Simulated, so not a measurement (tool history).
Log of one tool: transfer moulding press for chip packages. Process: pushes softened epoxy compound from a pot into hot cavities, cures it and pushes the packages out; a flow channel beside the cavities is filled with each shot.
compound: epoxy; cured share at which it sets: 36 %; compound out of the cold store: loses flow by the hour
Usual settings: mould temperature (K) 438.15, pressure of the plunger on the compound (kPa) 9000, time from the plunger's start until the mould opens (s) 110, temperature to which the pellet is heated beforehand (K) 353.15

run,hour,mould temperature (K),pressure of the plunger on the compound (kPa),time from the plunger's start until the mould opens (s),temperature to which the pellet is heated beforehand (K),incoming compound's hours out of the cold store,length that the compound runs in the flow channel (mm),greatest force on the pins that push the packages out (N)
1,0,438.15,9000,110,353.15,29.7,577,353
# hour 64.5: cavities cleaned with cleaning compound and waxed
2,64.5,438.15,9000,110,350.15,30.3,563,295
# hour 140.4: cavities cleaned with cleaning compound and waxed
3,156.6,438.15,9000,110,353.15,20.5,588,362
# hour 212.7: plunger's sealing rings changed
4,212.7,438.15,9000,110,353.15,46.2,540,503
# hour 218.9: cavities cleaned with cleaning compound and waxed
# hour 290.6: cavities cleaned with cleaning compound and waxed
5,295,438.15,9000,110,353.15,10.1,646,321
# hour 365.3: cavities cleaned with cleaning compound and waxed
6,383.8,438.15,9000,110,353.15,23,590,367
7,425.3,438.15,9000,110,353.15,9.5,630,524
# hour 440.9: cavities cleaned with cleaning compound and waxed
# hour 519: cavities cleaned with cleaning compound and waxed
8,519.1,438.15,9000,110,353.15,11.8,608,282
9,559.2,438.15,9000,110,353.15,13.4,610,463
# hour 578.7: plunger's sealing rings changed
# hour 594.7: cavities cleaned with cleaning compound and waxed
10,626.9,438.15,9000,110,353.15,47.4,532,408
# hour 669.2: cavities cleaned with cleaning compound and waxed
11,715.8,438.15,9000,110,353.15,18,613,457
# hour 742.2: cavities cleaned with cleaning compound and waxed
12,767.7,438.15,9000,110,353.15,34.5,557,388
# hour 814.4: cavities cleaned with cleaning compound and waxed
13,837.8,438.15,9000,110,353.15,36.6,548,390
# hour 887.1: cavities cleaned with cleaning compound and waxed
14,887.1,438.15,9000,110,351.15,19.8,589,296
# hour 920.5: mould's thermocouples calibrated
# hour 950: plunger's sealing rings changed
15,955.6,438.15,9000,110,351.15,23.3,598,495
# hour 966.2: cavities cleaned with cleaning compound and waxed
16,996.3,438.15,9000,104,359.15,37.1,564,432
# hour 1042.6: cavities cleaned with cleaning compound and waxed
17,1042.6,431.15,9000,118,353.15,10.7,655,384
18,1112.3,438.15,7010,112,353.15,36.7,491,479
# hour 1119: cavities cleaned with cleaning compound and waxed
# hour 1194.6: cavities cleaned with cleaning compound and waxed
19,1206.4,438.15,7010,112,353.15,47.6,459,331
# hour 1273.2: cavities cleaned with cleaning compound and waxed
20,1286.5,438.15,7010,112,353.15,21.7,514,339
# hour 1313.6: plunger's sealing rings changed
# hour 1351.4: cavities cleaned with cleaning compound and waxed
21,1364.4,440.15,7750,147,343.15,42.8,501,281
22,1408.3,442.15,8580,122,359.15,42,527,396
# hour 1423.2: cavities cleaned with cleaning compound and waxed
23,1457.2,431.15,9710,136,353.15,11.2,671,457
# hour 1494.9: cavities cleaned with cleaning compound and waxed
24,1543.3,431.15,9710,136,353.15,31.4,599,505
# hour 1566.9: cavities cleaned with cleaning compound and waxed
25,1613,438.15,8060,111,353.15,28.3,528,454
# hour 1644.6: cavities cleaned with cleaning compound and waxed
26,1656.9,438.15,7800,127,350.15,37.2,496,294

Forecast each of these 4 alternatives for the next run:
# hour 1682.9: plunger's sealing rings changed
# hour 1724.9: cavities cleaned with cleaning compound and waxed
A,1749.6,441.15,9290,139,353.15,24.6,?,?
# hour 1682.9: plunger's sealing rings changed
# hour 1724.9: cavities cleaned with cleaning compound and waxed
B,1749.6,438.15,7800,136,350.15,40.9,?,?
# hour 1682.9: plunger's sealing rings changed
# hour 1724.9: cavities cleaned with cleaning compound and waxed
C,1749.6,442.15,7800,108,349.15,38.8,?,?
# hour 1682.9: plunger's sealing rings changed
# hour 1724.9: cavities cleaned with cleaning compound and waxed
D,1749.6,433.15,9000,148,353.15,17.5,?,?

run,length that the compound runs in the flow channel (mm),greatest force on the pins that push the packages out (N)
A,604,316
B,513,311
C,513,334
D,634,348
Without the tool's hidden state the same runs would have given:
run,length that the compound runs in the flow channel (mm),greatest force on the pins that push the packages out (N)
A,609,229
B,517,224
C,518,240
D,639,250

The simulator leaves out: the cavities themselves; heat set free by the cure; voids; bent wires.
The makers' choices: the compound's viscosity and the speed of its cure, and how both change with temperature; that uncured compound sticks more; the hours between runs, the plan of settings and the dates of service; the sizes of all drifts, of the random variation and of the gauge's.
